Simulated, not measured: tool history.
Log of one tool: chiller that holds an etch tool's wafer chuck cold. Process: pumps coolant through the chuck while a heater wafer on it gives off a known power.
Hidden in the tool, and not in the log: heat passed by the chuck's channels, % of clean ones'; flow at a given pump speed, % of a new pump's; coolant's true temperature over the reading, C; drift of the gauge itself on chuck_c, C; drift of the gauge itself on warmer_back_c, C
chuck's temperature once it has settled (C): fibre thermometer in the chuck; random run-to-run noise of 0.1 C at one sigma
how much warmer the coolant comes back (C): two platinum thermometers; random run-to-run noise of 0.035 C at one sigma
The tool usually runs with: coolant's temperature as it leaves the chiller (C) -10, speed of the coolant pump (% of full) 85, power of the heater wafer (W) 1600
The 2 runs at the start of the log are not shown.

run     day  coolant's temperature as it leaves the chiller (C)  speed of the coolant pump (% of full)  power of the heater wafer (W)  hours since the coolant was changed and the channels were flushed  hours since the pump was overhauled  hours since the chiller's thermometer was calibrated  chuck's temperature once it has settled (C)  how much warmer the coolant comes back (C)
  3   3.096                                                 -10                                     85                           1600                                                                967                                  262                                                  1034                                          4.4                                        6.01
  4   5.712                                                 -10                                     85                           1600                                                               1029                                  325                                                  1096                                          4.5                                        6.02
  5   8.321                                                 -10                                     85                           1600                                                               1092                                  387                                                  1159                                          4.3                                        6.05
  6  10.146                                                 -10                                     85                           1600                                                               1136                                  431                                                  1203                                          4.3                                        6.06
  7  12.708                                                 -10                                     66                           1600                                                               1197                                  493                                                  1264                                          7.2                                        8.14
  8  13.929                                                 -10                                     66                           1600                                                               1227                                  522                                                  1294                                          7.0                                        8.12
  9  15.988                                                 -10                                     66                           1600                                                               1276                                  571                                                  1343                                          7.5                                        8.13
 10  17.888                                                 -10                                     66                           1600                                                               1322                                  617                                                  1389                                          7.2                                        8.17
 11  19.679                                                 -10                                     85                           1600                                                               1365                                  660                                                  1432                                          4.3                                        6.14
 12  21.617                                                 -10                                     85                           1600                                                               1411                                  706                                                  1478                                          4.2                                        6.25
 13  23.421                                                 -15                                     85                           1600                                                               1454                                  750                                                  1521                                         -0.7                                        6.19
 14  25.350                                                 -15                                     85                           1600                                                               1501                                  796                                                  1568                                         -0.4                                        6.17
 15  27.058                                                  -9                                     85                           1600                                                               1542                                  837                                                  1609                                          5.2                                        6.15
 16  29.438                                                  -9                                     85                           1600                                                               1599                                  894                                                  1666                                          5.6                                        6.15
 17  31.179                                                  -9                                     85                           1600                                                               1641                                  936                                                  1708                                          5.5                                        6.21
 18  33.608                                                  -9                                     85                           1600                                                               1699                                  994                                                  1766                                          5.4                                        6.21
     34.042  -- gauge calibrated
 19  36.179                                                  -9                                     85                           1600                                                               1761                                 1056                                                  1828                                          5.3                                        6.07
 20  38.788                                                  -9                                     68                           2045                                                               1823                                 1118                                                  1890                                         12.4                                        9.87
 21  41.158                                                 -19                                     93                           1600                                                               1880                                 1175                                                  1947                                         -5.5                                        5.47
 22  42.379                                                  -1                                     90                           1830                                                               1909                                 1205                                                  1976                                         14.9                                        6.52
 23  44.833                                                 -16                                     65                            845                                                               1968                                 1264                                                  2035                                         -6.9                                        4.37
 24  46.746                                                  -6                                     99                           1600                                                               2014                                 1309                                                  2081                                          6.9                                        5.15
 25  47.962                                                  -3                                     72                           1216                                                               2043                                 1339                                                  2110                                          9.2                                        5.68

What will run 26 give?
 26  50.408                                                 -19                                     72                            933                                                               2102                                 1397                                                  2169                                            ?                                           ?

{"run 26": {"chuck's temperature once it has settled (C)": -9.5, "how much warmer the coolant comes back (C)": 4.37}}
Without the tool's hidden state the same run would have given chuck's temperature once it has settled (C) -9.5, how much warmer the coolant comes back (C) 4.23.
